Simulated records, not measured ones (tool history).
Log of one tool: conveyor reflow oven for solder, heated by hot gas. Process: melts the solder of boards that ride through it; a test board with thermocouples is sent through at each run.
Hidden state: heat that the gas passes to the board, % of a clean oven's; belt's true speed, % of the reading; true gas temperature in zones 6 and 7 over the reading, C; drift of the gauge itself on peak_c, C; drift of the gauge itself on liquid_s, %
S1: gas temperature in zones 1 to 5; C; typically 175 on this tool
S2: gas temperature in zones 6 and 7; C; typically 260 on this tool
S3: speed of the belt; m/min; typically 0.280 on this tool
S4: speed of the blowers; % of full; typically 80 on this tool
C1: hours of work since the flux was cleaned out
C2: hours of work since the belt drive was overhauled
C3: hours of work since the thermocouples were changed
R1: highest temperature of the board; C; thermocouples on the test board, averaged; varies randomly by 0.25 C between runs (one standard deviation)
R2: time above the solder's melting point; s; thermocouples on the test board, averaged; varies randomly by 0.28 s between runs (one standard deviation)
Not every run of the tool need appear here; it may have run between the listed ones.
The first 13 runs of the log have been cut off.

{"run": 14, "hour": 850.9, "S1": 175, "S2": 260, "S3": 0.28, "S4": 80, "C1": 325, "C2": 690, "C3": 620, "R1": 249.6, "R2": 99.2}
{"run": 15, "hour": 899.3, "S1": 175, "S2": 260, "S3": 0.28, "S4": 80, "C1": 356, "C2": 722, "C3": 651, "R1": 249.4, "R2": 98.7}
{"run": 16, "hour": 966.1, "S1": 175, "S2": 260, "S3": 0.28, "S4": 80, "C1": 400, "C2": 766, "C3": 695, "R1": 248.8, "R2": 98.5}
{"hour": 1006.2, "done": "flux residue cleaned out of gas plates and filters"}
{"run": 17, "hour": 1006.2, "S1": 175, "S2": 260, "S3": 0.28, "S4": 80, "C1": 0, "C2": 789, "C3": 718, "R1": 249.8, "R2": 99.9}
{"run": 18, "hour": 1084.8, "S1": 175, "S2": 260, "S3": 0.28, "S4": 82, "C1": 51, "C2": 840, "C3": 769, "R1": 249.6, "R2": 100.2}
{"hour": 1090.5, "done": "thermocouples of zones 6 and 7 changed"}
{"run": 19, "hour": 1156.8, "S1": 177, "S2": 260, "S3": 0.28, "S4": 75, "C1": 97, "C2": 886, "C3": 43, "R1": 251.4, "R2": 102.1}
{"run": 20, "hour": 1222.9, "S1": 177, "S2": 260, "S3": 0.28, "S4": 75, "C1": 140, "C2": 929, "C3": 87, "R1": 251.1, "R2": 101.8}
{"run": 21, "hour": 1265.6, "S1": 175, "S2": 256, "S3": 0.336, "S4": 89, "C1": 168, "C2": 957, "C3": 114, "R1": 245.9, "R2": 76.9}

Run 22, settings as shown, results not yet in. Your forecast:
{"run": 22, "hour": 1319.9, "S1": 185, "S2": 253, "S3": 0.325, "S4": 63, "C1": 204, "C2": 992, "C3": 150, "R1": "?", "R2": "?"}

Run 22 yielded R1 239.7 C, R2 74.9 s.
On a tool with no hidden condition, and with the same random variation, this run would have come out at R1 240.1 C, R2 74.4 s.
